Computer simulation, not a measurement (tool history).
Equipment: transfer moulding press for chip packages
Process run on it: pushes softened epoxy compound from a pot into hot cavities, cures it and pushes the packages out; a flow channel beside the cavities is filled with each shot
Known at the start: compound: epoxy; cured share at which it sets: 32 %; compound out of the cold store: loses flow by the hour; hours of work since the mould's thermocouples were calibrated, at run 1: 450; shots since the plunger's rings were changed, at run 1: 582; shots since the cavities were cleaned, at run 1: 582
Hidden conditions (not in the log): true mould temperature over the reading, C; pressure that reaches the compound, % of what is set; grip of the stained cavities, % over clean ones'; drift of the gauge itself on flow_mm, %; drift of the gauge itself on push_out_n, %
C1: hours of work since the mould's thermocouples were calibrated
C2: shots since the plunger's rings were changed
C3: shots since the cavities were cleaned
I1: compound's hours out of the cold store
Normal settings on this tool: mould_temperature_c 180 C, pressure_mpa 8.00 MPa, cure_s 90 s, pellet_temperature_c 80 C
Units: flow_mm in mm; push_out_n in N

{"run": 1, "hour": 0.0, "mould_temperature_c": 180, "pressure_mpa": 8.0, "cure_s": 90, "pellet_temperature_c": 80, "C1": 450, "C2": 582, "C3": 582, "I1": 38.0, "flow_mm": 859, "push_out_n": 497}
{"run": 2, "hour": 9.7, "mould_temperature_c": 180, "pressure_mpa": 8.0, "cure_s": 90, "pellet_temperature_c": 80, "C1": 456, "C2": 710, "C3": 710, "I1": 13.2, "flow_mm": 937, "push_out_n": 513}
{"hour": 13.0, "done": "cavities cleaned with cleaning compound and waxed"}
{"run": 3, "hour": 33.9, "mould_temperature_c": 180, "pressure_mpa": 8.0, "cure_s": 90, "pellet_temperature_c": 80, "C1": 470, "C2": 1007, "C3": 275, "I1": 26.6, "flow_mm": 893, "push_out_n": 422}
{"run": 4, "hour": 50.5, "mould_temperature_c": 180, "pressure_mpa": 8.0, "cure_s": 90, "pellet_temperature_c": 80, "C1": 480, "C2": 1226, "C3": 494, "I1": 28.4, "flow_mm": 884, "push_out_n": 483}
{"hour": 70.3, "done": "cavities cleaned with cleaning compound and waxed"}
{"run": 5, "hour": 74.7, "mould_temperature_c": 180, "pressure_mpa": 8.0, "cure_s": 90, "pellet_temperature_c": 80, "C1": 494, "C2": 1525, "C3": 58, "I1": 12.7, "flow_mm": 934, "push_out_n": 368}
{"run": 6, "hour": 89.7, "mould_temperature_c": 180, "pressure_mpa": 8.0, "cure_s": 90, "pellet_temperature_c": 80, "C1": 503, "C2": 1722, "C3": 255, "I1": 32.3, "flow_mm": 865, "push_out_n": 427}
{"run": 7, "hour": 99.6, "mould_temperature_c": 180, "pressure_mpa": 8.0, "cure_s": 90, "pellet_temperature_c": 80, "C1": 509, "C2": 1852, "C3": 385, "I1": 11.5, "flow_mm": 929, "push_out_n": 455}
{"run": 8, "hour": 111.7, "mould_temperature_c": 180, "pressure_mpa": 8.0, "cure_s": 90, "pellet_temperature_c": 80, "C1": 517, "C2": 2011, "C3": 544, "I1": 15.7, "flow_mm": 914, "push_out_n": 497}
{"hour": 128.6, "done": "cavities cleaned with cleaning compound and waxed"}
{"run": 9, "hour": 128.6, "mould_temperature_c": 180, "pressure_mpa": 8.0, "cure_s": 90, "pellet_temperature_c": 80, "C1": 526, "C2": 2213, "C3": 0, "I1": 35.9, "flow_mm": 847, "push_out_n": 335}
{"run": 10, "hour": 147.1, "mould_temperature_c": 180, "pressure_mpa": 9.41, "cure_s": 90, "pellet_temperature_c": 80, "C1": 538, "C2": 2457, "C3": 244, "I1": 15.7, "flow_mm": 985, "push_out_n": 437}
{"run": 11, "hour": 159.9, "mould_temperature_c": 180, "pressure_mpa": 8.0, "cure_s": 90, "pellet_temperature_c": 80, "C1": 546, "C2": 2626, "C3": 413, "I1": 18.2, "flow_mm": 899, "push_out_n": 454}
{"run": 12, "hour": 174.8, "mould_temperature_c": 180, "pressure_mpa": 8.0, "cure_s": 90, "pellet_temperature_c": 80, "C1": 555, "C2": 2821, "C3": 608, "I1": 9.7, "flow_mm": 918, "push_out_n": 523}
{"hour": 187.0, "done": "cavities cleaned with cleaning compound and waxed"}
{"run": 13, "hour": 188.3, "mould_temperature_c": 180, "pressure_mpa": 6.86, "cure_s": 90, "pellet_temperature_c": 80, "C1": 562, "C2": 2979, "C3": 17, "I1": 10.7, "flow_mm": 847, "push_out_n": 351}
{"run": 14, "hour": 210.2, "mould_temperature_c": 180, "pressure_mpa": 6.86, "cure_s": 90, "pellet_temperature_c": 80, "C1": 576, "C2": 3266, "C3": 304, "I1": 31.8, "flow_mm": 778, "push_out_n": 430}
{"hour": 223.1, "done": "plunger's sealing rings changed"}
{"run": 15, "hour": 236.2, "mould_temperature_c": 180, "pressure_mpa": 6.86, "cure_s": 90, "pellet_temperature_c": 80, "C1": 590, "C2": 173, "C3": 614, "I1": 29.4, "flow_mm": 829, "push_out_n": 503}
{"hour": 247.8, "done": "cavities cleaned with cleaning compound and waxed"}
{"run": 16, "hour": 254.3, "mould_temperature_c": 178, "pressure_mpa": 6.86, "cure_s": 109, "pellet_temperature_c": 72, "C1": 600, "C2": 391, "C3": 86, "I1": 36.0, "flow_mm": 811, "push_out_n": 297}
{"run": 17, "hour": 270.0, "mould_temperature_c": 179, "pressure_mpa": 7.94, "cure_s": 89, "pellet_temperature_c": 72, "C1": 610, "C2": 597, "C3": 292, "I1": 32.1, "flow_mm": 879, "push_out_n": 479}
{"run": 18, "hour": 290.5, "mould_temperature_c": 179, "pressure_mpa": 7.94, "cure_s": 89, "pellet_temperature_c": 72, "C1": 623, "C2": 867, "C3": 562, "I1": 24.9, "flow_mm": 900, "push_out_n": 540}
{"hour": 305.2, "done": "cavities cleaned with cleaning compound and waxed"}
{"run": 19, "hour": 305.2, "mould_temperature_c": 184, "pressure_mpa": 7.94, "cure_s": 119, "pellet_temperature_c": 79, "C1": 631, "C2": 1040, "C3": 0, "I1": 11.1, "flow_mm": 928, "push_out_n": 241}
{"run": 20, "hour": 329.0, "mould_temperature_c": 184, "pressure_mpa": 7.94, "cure_s": 119, "pellet_temperature_c": 79, "C1": 646, "C2": 1353, "C3": 313, "I1": 39.0, "flow_mm": 835, "push_out_n": 309}
{"run": 21, "hour": 347.4, "mould_temperature_c": 186, "pressure_mpa": 8.0, "cure_s": 118, "pellet_temperature_c": 80, "C1": 657, "C2": 1595, "C3": 555, "I1": 13.4, "flow_mm": 900, "push_out_n": 345}
{"hour": 362.6, "done": "cavities cleaned with cleaning compound and waxed"}
{"run": 22, "hour": 364.1, "mould_temperature_c": 186, "pressure_mpa": 8.0, "cure_s": 90, "pellet_temperature_c": 80, "C1": 666, "C2": 1796, "C3": 21, "I1": 47.4, "flow_mm": 803, "push_out_n": 280}
{"run": 23, "hour": 387.9, "mould_temperature_c": 174, "pressure_mpa": 8.0, "cure_s": 90, "pellet_temperature_c": 83, "C1": 681, "C2": 2108, "C3": 333, "I1": 16.8, "flow_mm": 926, "push_out_n": 674}
{"run": 24, "hour": 408.2, "mould_temperature_c": 174, "pressure_mpa": 8.0, "cure_s": 90, "pellet_temperature_c": 83, "C1": 693, "C2": 2375, "C3": 600, "I1": 45.8, "flow_mm": 836, "push_out_n": 713}
{"hour": 421.2, "done": "cavities cleaned with cleaning compound and waxed"}
{"run": 25, "hour": 431.7, "mould_temperature_c": 178, "pressure_mpa": 8.0, "cure_s": 85, "pellet_temperature_c": 80, "C1": 707, "C2": 2664, "C3": 138, "I1": 12.9, "flow_mm": 913, "push_out_n": 511}
{"hour": 451.3, "done": "mould's thermocouples calibrated"}
{"run": 26, "hour": 454.4, "mould_temperature_c": 178, "pressure_mpa": 8.0, "cure_s": 85, "pellet_temperature_c": 80, "C1": 2, "C2": 2937, "C3": 411, "I1": 33.6, "flow_mm": 843, "push_out_n": 549}
{"run": 27, "hour": 466.2, "mould_temperature_c": 177, "pressure_mpa": 8.0, "cure_s": 85, "pellet_temperature_c": 88, "C1": 9, "C2": 3091, "C3": 565, "I1": 10.9, "flow_mm": 909, "push_out_n": 648}
{"run": 28, "hour": 477.0, "mould_temperature_c": 180, "pressure_mpa": 8.0, "cure_s": 85, "pellet_temperature_c": 88, "C1": 16, "C2": 3233, "C3": 707, "I1": 28.8, "flow_mm": 846, "push_out_n": 538}
{"hour": 480.9, "done": "cavities cleaned with cleaning compound and waxed"}
{"hour": 492.7, "done": "plunger's sealing rings changed"}
{"run": 29, "hour": 492.7, "mould_temperature_c": 178, "pressure_mpa": 8.37, "cure_s": 105, "pellet_temperature_c": 74, "C1": 23, "C2": 0, "C3": 122, "I1": 31.1, "flow_mm": 918, "push_out_n": 302}

Forecast each of these 3 alternatives for the next run:
{"run": "A", "hour": 508.0, "mould_temperature_c": 174, "pressure_mpa": 8.37, "cure_s": 116, "pellet_temperature_c": 90, "C1": 33, "C2": 201, "C3": 323, "I1": 18.1, "flow_mm": "?", "push_out_n": "?"}
{"run": "B", "hour": 508.0, "mould_temperature_c": 180, "pressure_mpa": 8.0, "cure_s": 88, "pellet_temperature_c": 80, "C1": 33, "C2": 201, "C3": 323, "I1": 15.3, "flow_mm": "?", "push_out_n": "?"}
{"run": "C", "hour": 508.0, "mould_temperature_c": 180, "pressure_mpa": 8.0, "cure_s": 103, "pellet_temperature_c": 80, "C1": 33, "C2": 201, "C3": 323, "I1": 11.5, "flow_mm": "?", "push_out_n": "?"}

run=A flow_mm=973 push_out_n=348
run=B flow_mm=940 push_out_n=439
run=C flow_mm=950 push_out_n=347
Take away the tool's hidden state, keep each run's random variation, and the runs would have read:
run=A flow_mm=975 push_out_n=257
run=B flow_mm=942 push_out_n=320
run=C flow_mm=951 push_out_n=257
